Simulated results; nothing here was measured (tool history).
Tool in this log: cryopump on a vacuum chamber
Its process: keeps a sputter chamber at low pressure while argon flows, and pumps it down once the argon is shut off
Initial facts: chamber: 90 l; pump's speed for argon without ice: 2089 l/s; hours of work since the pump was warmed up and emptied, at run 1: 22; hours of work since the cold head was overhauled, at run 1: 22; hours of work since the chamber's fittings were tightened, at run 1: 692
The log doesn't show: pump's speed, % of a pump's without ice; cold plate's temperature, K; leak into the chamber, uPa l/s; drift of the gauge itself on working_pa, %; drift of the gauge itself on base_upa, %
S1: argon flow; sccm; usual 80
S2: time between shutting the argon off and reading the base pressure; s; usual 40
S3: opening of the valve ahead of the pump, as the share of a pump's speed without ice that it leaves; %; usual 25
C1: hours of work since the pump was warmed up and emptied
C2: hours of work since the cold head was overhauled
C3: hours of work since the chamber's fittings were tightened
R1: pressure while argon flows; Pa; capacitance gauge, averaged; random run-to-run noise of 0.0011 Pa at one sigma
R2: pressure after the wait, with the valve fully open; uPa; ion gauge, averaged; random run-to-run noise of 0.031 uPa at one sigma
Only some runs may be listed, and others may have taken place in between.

| run | hour | S1 | S2 | S3 | C1 | C2 | C3 | R1 | R2 |
|---|---|---|---|---|---|---|---|---|---|
| 1 | 0.0 | 80 | 40 | 25 | 22 | 22 | 692 | 0.2604 | 1.60 |
| 2 | 17.0 | 80 | 40 | 25 | 29 | 29 | 699 | 0.2618 | 1.62 |
| 3 | 33.5 | 65 | 40 | 25 | 35 | 35 | 705 | 0.2095 | 1.57 |
| 4 | 46.2 | 59 | 40 | 25 | 40 | 40 | 710 | 0.1914 | 1.59 |
| 5 | 60.7 | 59 | 40 | 25 | 46 | 46 | 716 | 0.1923 | 1.66 |
| 6 | 78.9 | 59 | 40 | 25 | 54 | 54 | 724 | 0.1912 | 1.61 |
| 7 | 91.1 | 80 | 40 | 25 | 59 | 59 | 729 | 0.2604 | 1.67 |
| 8 | 101.1 | 110 | 40 | 25 | 63 | 63 | 733 | 0.3563 | 1.63 |
| 9 | 120.6 | 110 | 40 | 25 | 71 | 71 | 741 | 0.3575 | 1.59 |
| 10 | 135.5 | 80 | 40 | 18 | 77 | 77 | 747 | 0.3634 | 1.62 |
| 11 | 146.9 | 80 | 40 | 18 | 82 | 82 | 752 | 0.3589 | 1.64 |
| 12 | 164.5 | 80 | 40 | 18 | 89 | 89 | 759 | 0.3623 | 1.62 |
| 13 | 173.6 | 33 | 105 | 30 | 93 | 93 | 763 | 0.0892 | 0.76 |
| 14 | 185.8 | 80 | 36 | 25 | 98 | 98 | 768 | 0.2615 | 1.78 |
| 15 | 197.1 | 61 | 278 | 30 | 102 | 102 | 772 | 0.1638 | 0.41 |
| 16 | 206.1 | 61 | 278 | 30 | 106 | 106 | 776 | 0.1667 | 0.40 |
| 17 | 219.0 | 61 | 278 | 30 | 111 | 111 | 781 | 0.1657 | 0.44 |
| 18 | 229.1 | 61 | 278 | 30 | 115 | 115 | 785 | 0.1665 | 0.43 |
| 19 | 248.3 | 61 | 278 | 30 | 123 | 123 | 793 | 0.1660 | 0.45 |
| 20 | 264.4 | 80 | 132 | 25 | 130 | 130 | 800 | 0.2610 | 0.67 |
| 21 | 274.9 | 80 | 284 | 53 | 134 | 134 | 804 | 0.1242 | 0.40 |

What if the next run were any one of these 4? Each begins from the tool's condition after run 21:
| A | 292.1 | 62 | 284 | 53 | 141 | 141 | 811 | ? | ? |
| B | 292.1 | 87 | 40 | 25 | 141 | 141 | 811 | ? | ? |
| C | 292.1 | 80 | 184 | 22 | 141 | 141 | 811 | ? | ? |
| D | 292.1 | 52 | 33 | 20 | 141 | 141 | 811 | ? | ? |

| run | R1 | R2 |
|---|---|---|
| A | 0.0960 | 0.43 |
| B | 0.2850 | 1.63 |
| C | 0.2967 | 0.52 |
| D | 0.2109 | 1.88 |
Take away the tool's hidden state, keep each run's random variation, and the runs would have read:
| run | R1 | R2 |
|---|---|---|
| A | 0.0940 | 0.35 |
| B | 0.2823 | 1.55 |
| C | 0.2942 | 0.44 |
| D | 0.2093 | 1.80 |
